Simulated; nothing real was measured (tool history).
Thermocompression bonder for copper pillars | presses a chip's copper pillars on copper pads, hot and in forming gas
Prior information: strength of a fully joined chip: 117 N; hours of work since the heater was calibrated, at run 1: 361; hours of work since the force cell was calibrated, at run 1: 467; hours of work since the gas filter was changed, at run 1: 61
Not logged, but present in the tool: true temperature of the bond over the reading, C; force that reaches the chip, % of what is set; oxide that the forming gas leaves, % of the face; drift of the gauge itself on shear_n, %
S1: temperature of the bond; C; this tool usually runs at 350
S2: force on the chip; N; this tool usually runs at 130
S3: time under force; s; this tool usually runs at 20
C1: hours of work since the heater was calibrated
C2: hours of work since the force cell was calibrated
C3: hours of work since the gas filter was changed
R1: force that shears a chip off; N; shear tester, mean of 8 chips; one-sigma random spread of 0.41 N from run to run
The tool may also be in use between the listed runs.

{"run": 1, "hour": 0.0, "S1": 350, "S2": 130, "S3": 20, "C1": 361, "C2": 467, "C3": 61, "R1": 47.3}
{"run": 2, "hour": 30.2, "S1": 350, "S2": 130, "S3": 27, "C1": 374, "C2": 480, "C3": 74, "R1": 52.8}
{"run": 3, "hour": 68.8, "S1": 350, "S2": 130, "S3": 27, "C1": 391, "C2": 497, "C3": 91, "R1": 52.8}
{"hour": 115.2, "done": "forming gas filter changed"}
{"run": 4, "hour": 115.3, "S1": 350, "S2": 130, "S3": 27, "C1": 412, "C2": 518, "C3": 0, "R1": 55.4}
{"run": 5, "hour": 157.6, "S1": 350, "S2": 130, "S3": 27, "C1": 431, "C2": 537, "C3": 19, "R1": 54.1}
{"run": 6, "hour": 187.8, "S1": 350, "S2": 130, "S3": 27, "C1": 444, "C2": 550, "C3": 32, "R1": 54}
{"run": 7, "hour": 212.7, "S1": 350, "S2": 130, "S3": 27, "C1": 455, "C2": 561, "C3": 43, "R1": 54.1}
{"run": 8, "hour": 235.6, "S1": 350, "S2": 130, "S3": 27, "C1": 465, "C2": 571, "C3": 54, "R1": 52.9}
{"run": 9, "hour": 277.1, "S1": 350, "S2": 130, "S3": 27, "C1": 484, "C2": 590, "C3": 72, "R1": 52.1}
{"run": 10, "hour": 305.3, "S1": 350, "S2": 130, "S3": 13, "C1": 496, "C2": 602, "C3": 85, "R1": 38.5}
{"run": 11, "hour": 343.9, "S1": 350, "S2": 97, "S3": 20, "C1": 513, "C2": 620, "C3": 102, "R1": 33.9}
{"hour": 367.7, "done": "forming gas filter changed"}
{"run": 12, "hour": 384.3, "S1": 350, "S2": 97, "S3": 20, "C1": 531, "C2": 637, "C3": 7, "R1": 35.3}
{"run": 13, "hour": 422.7, "S1": 350, "S2": 97, "S3": 20, "C1": 548, "C2": 654, "C3": 24, "R1": 34.6}
{"run": 14, "hour": 453.7, "S1": 350, "S2": 97, "S3": 20, "C1": 562, "C2": 668, "C3": 38, "R1": 34.1}
{"run": 15, "hour": 483.8, "S1": 350, "S2": 97, "S3": 20, "C1": 575, "C2": 681, "C3": 52, "R1": 34.1}
{"run": 16, "hour": 514.3, "S1": 350, "S2": 113, "S3": 18, "C1": 589, "C2": 695, "C3": 65, "R1": 38.3}
{"run": 17, "hour": 548.4, "S1": 350, "S2": 113, "S3": 18, "C1": 604, "C2": 710, "C3": 80, "R1": 37.3}
{"run": 18, "hour": 570.4, "S1": 380, "S2": 99, "S3": 17, "C1": 614, "C2": 720, "C3": 90, "R1": 44.7}
{"run": 19, "hour": 588.8, "S1": 380, "S2": 99, "S3": 17, "C1": 622, "C2": 728, "C3": 98, "R1": 44.7}
{"hour": 594.0, "done": "heater calibrated with a thermocouple chip"}
{"hour": 622.0, "done": "forming gas filter changed"}
{"run": 20, "hour": 623.1, "S1": 380, "S2": 99, "S3": 17, "C1": 13, "C2": 742, "C3": 0, "R1": 53.2}
{"run": 21, "hour": 655.7, "S1": 350, "S2": 130, "S3": 31, "C1": 27, "C2": 757, "C3": 15, "R1": 62.2}

Below are 3 alternative next runs, each starting from the tool's condition after run 21. Predict each:
{"run": "A", "hour": 694.0, "S1": 350, "S2": 130, "S3": 19, "C1": 44, "C2": 774, "C3": 32, "R1": "?"}
{"run": "B", "hour": 694.0, "S1": 350, "S2": 158, "S3": 12, "C1": 44, "C2": 774, "C3": 32, "R1": "?"}
{"run": "C", "hour": 694.0, "S1": 354, "S2": 175, "S3": 40, "C1": 44, "C2": 774, "C3": 32, "R1": "?"}

run=A R1=51.9
run=B R1=54.2
run=C R1=86.6
Take away the tool's hidden state, keep each run's random variation, and the runs would have read:
run=A R1=51.9
run=B R1=54.3
run=C R1=87.3
